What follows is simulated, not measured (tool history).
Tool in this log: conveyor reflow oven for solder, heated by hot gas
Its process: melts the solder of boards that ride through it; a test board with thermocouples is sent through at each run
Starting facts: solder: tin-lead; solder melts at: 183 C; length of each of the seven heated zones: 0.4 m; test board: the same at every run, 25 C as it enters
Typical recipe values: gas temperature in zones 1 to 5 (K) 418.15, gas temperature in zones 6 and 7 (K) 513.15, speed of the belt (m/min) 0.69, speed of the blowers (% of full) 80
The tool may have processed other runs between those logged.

run     day  gas temperature in zones 1 to 5 (K)  gas temperature in zones 6 and 7 (K)  speed of the belt (m/min)  speed of the blowers (% of full)  highest temperature of the board (K)  time above the solder's melting point (s)
  1       0                               418.15                                513.15                       0.69                                80                                500.65                                         62
  2   1.833                               418.15                                513.15                      0.783                                80                                496.45                                       52.3
  3   4.642                               418.15                                513.15                      0.783                                80                                496.25                                       51.9
      6.229  -- flux residue cleaned out of gas plates and filters
  4   7.383                               418.15                                513.15                       0.69                                66                                499.45                                       61.3
  5   9.512                               418.15                                513.15                       0.69                                66                                498.95                                       61.3
  6  10.754                               410.15                                513.15                       0.69                                80                                500.95                                       59.7
     11.688  -- thermocouples of zones 6 and 7 changed
  7   12.85                               410.15                                513.15                       0.69                                80                                499.35                                       59.2
  8  15.033                               418.15                                513.15                       0.69                                80                                500.55                                       62.2
  9  16.512                               418.15                                513.15                       0.69                                80                                500.15                                       62.1
     16.838  -- belt drive overhauled, speed set with a stopwatch
 10  19.271                               418.15                                513.15                       0.69                                80                                500.55                                       62.8
 11  20.554                               418.15                                513.15                       0.69                                80                                500.35                                       62.6
 12  22.212                               418.15                                513.15                       0.69                                80                                500.25                                       62.5
     23.233  -- belt drive overhauled, speed set with a stopwatch, once more
 13  25.129                               418.15                                513.15                       0.69                                80                                498.75                                       60.2
     26.892  -- flux residue cleaned out of gas plates and filters
 14  26.979                               418.15                                513.15                      0.808                                80                                496.65                                         50
 15   29.25                               418.15                                513.15                      0.808                                80                                496.55                                       49.7
 16  31.508                               418.15                                513.15                      0.808                                80                                496.45                                       49.5
 17  33.388                               428.15                                520.15                      0.816                                53                                494.85                                       51.4
 18  34.829                               414.15                                513.15                      0.674                                57                                494.75                                       57.4
 19  36.667                               418.15                                523.15                      0.657                                80                                511.05                                       68.9
 20  39.388                               429.15                                513.15                       0.69                                80                                502.05                                       65.7
 21  41.092                               415.15                                513.15                       0.69                                80                                499.45                                       59.6
 22   43.95                               423.15                                511.15                      0.723                                75                                496.25                                       57.7
 23   45.75                               423.15                                511.15                      0.723                                75                                495.85                                       57.6
     47.075  -- flux residue cleaned out of gas plates and filters
 24   47.35                               408.15                                507.15                      0.689                                58                                489.55                                       50.5
 25  48.546                               408.15                                507.15                      0.689                                58                                489.35                                       50.2
 26  50.275                               411.15                                513.15                       0.69                                62                                495.95                                       56.1
 27  52.396                               418.15                                513.15                      0.595                                77                                504.65                                       73.9
 28   54.55                               432.15                                514.15                      0.653                                55                                500.55                                       70.1
 29  56.958                               418.15                                513.15                      0.565                                80                                506.45                                       78.6
 30  58.158                               418.15                                513.15                      0.565                                80                                506.25                                       78.7
 31  60.858                               418.15                                513.15                      0.565                                80                                505.95                                       78.2

Results per run with the tool's hidden condition removed, run-to-run variation unchanged:
The hidden state here: heat that the gas passes to the board, % of a clean oven's; belt's true speed, % of the reading; true gas temperature in zones 6 and 7 over the reading, C; drift of the gauge itself on peak_c, C; drift of the gauge itself on liquid_s, %.
run  highest temperature of the board (K)  time above the solder's melting point (s)
  1                                500.95                                       61.2
  2                                497.25                                       51.9
  3                                497.35                                       51.7
  4                                497.75                                       59.2
  5                                497.45                                       59.3
  6                                499.65                                       57.9
  7                                499.35                                       58.1
  8                                500.75                                         61
  9                                500.55                                       61.1
 10                                500.95                                       61.2
 11                                500.85                                       61.1
 12                                500.95                                         61
 13                                500.55                                       61.2
 14                                496.15                                       49.7
 15                                496.35                                       49.5
 16                                496.55                                       49.5
 17                                495.05                                       51.4
 18                                494.85                                       57.4
 19                                511.45                                       68.8
 20                                502.65                                       65.7
 21                                500.35                                         60
 22                                497.35                                       58.2
 23                                497.15                                       58.2
 24                                488.45                                       49.3
 25                                488.25                                       49.1
 26                                495.05                                       55.2
 27                                503.85                                       73.1
 28                                499.85                                       69.2
 29                                505.85                                       77.8
 30                                505.75                                       77.9
 31                                505.75                                       77.5
